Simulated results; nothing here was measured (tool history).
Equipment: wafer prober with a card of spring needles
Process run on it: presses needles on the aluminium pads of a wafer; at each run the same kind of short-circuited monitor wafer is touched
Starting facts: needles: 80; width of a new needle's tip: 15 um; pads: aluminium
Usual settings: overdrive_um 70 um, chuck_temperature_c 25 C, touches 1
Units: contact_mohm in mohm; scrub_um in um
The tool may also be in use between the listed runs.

{"run": 1, "hour": 0.0, "overdrive_um": 70, "chuck_temperature_c": 25, "touches": 1, "contact_mohm": 207, "scrub_um": 11.24}
{"run": 2, "hour": 17.4, "overdrive_um": 70, "chuck_temperature_c": 25, "touches": 1, "contact_mohm": 202, "scrub_um": 11.25}
{"run": 3, "hour": 44.3, "overdrive_um": 70, "chuck_temperature_c": 76, "touches": 1, "contact_mohm": 220, "scrub_um": 11.21}
{"run": 4, "hour": 61.2, "overdrive_um": 70, "chuck_temperature_c": 76, "touches": 1, "contact_mohm": 218, "scrub_um": 11.22}
{"run": 5, "hour": 78.9, "overdrive_um": 70, "chuck_temperature_c": 63, "touches": 1, "contact_mohm": 216, "scrub_um": 11.19}
{"run": 6, "hour": 93.8, "overdrive_um": 70, "chuck_temperature_c": 63, "touches": 1, "contact_mohm": 213, "scrub_um": 11.2}
{"run": 7, "hour": 107.7, "overdrive_um": 60, "chuck_temperature_c": 78, "touches": 2, "contact_mohm": 218, "scrub_um": 9.62}
{"run": 8, "hour": 132.0, "overdrive_um": 60, "chuck_temperature_c": 75, "touches": 2, "contact_mohm": 216, "scrub_um": 9.62}
{"run": 9, "hour": 150.1, "overdrive_um": 60, "chuck_temperature_c": 75, "touches": 2, "contact_mohm": 218, "scrub_um": 9.61}
{"run": 10, "hour": 163.8, "overdrive_um": 51, "chuck_temperature_c": 40, "touches": 1, "contact_mohm": 214, "scrub_um": 8.17}
{"run": 11, "hour": 176.8, "overdrive_um": 69, "chuck_temperature_c": 53, "touches": 1, "contact_mohm": 209, "scrub_um": 11.08}
{"run": 12, "hour": 200.9, "overdrive_um": 69, "chuck_temperature_c": 28, "touches": 1, "contact_mohm": 205, "scrub_um": 11.08}

The log once held 6 entries between its listed runs, left out of this copy. Where does each go, and what is different about the tool's unlogged condition between the listed run before it and the listed run after it?
In the gap between runs 1 and 2: tips cleaned on abrasive film (hour 2.5)
  debris on the tips, nm: 0.5 -> 0.4
In the gap between runs 2 and 3: tips cleaned on abrasive film (hour 41.1)
  debris on the tips, nm: 0.4 -> 0.2
In the gap between runs 4 and 5: tips cleaned on abrasive film (hour 78.7)
  debris on the tips, nm: 0.5 -> 0.1
In the gap between runs 7 and 8: tips cleaned on abrasive film (hour 115.9)
  debris on the tips, nm: 0.5 -> 0.4
In the gap between runs 9 and 10: tips cleaned on abrasive film (hour 154.6)
  debris on the tips, nm: 0.5 -> 0.3
In the gap between runs 11 and 12: tips cleaned on abrasive film (hour 193.7)
  debris on the tips, nm: 0.5 -> 0.3
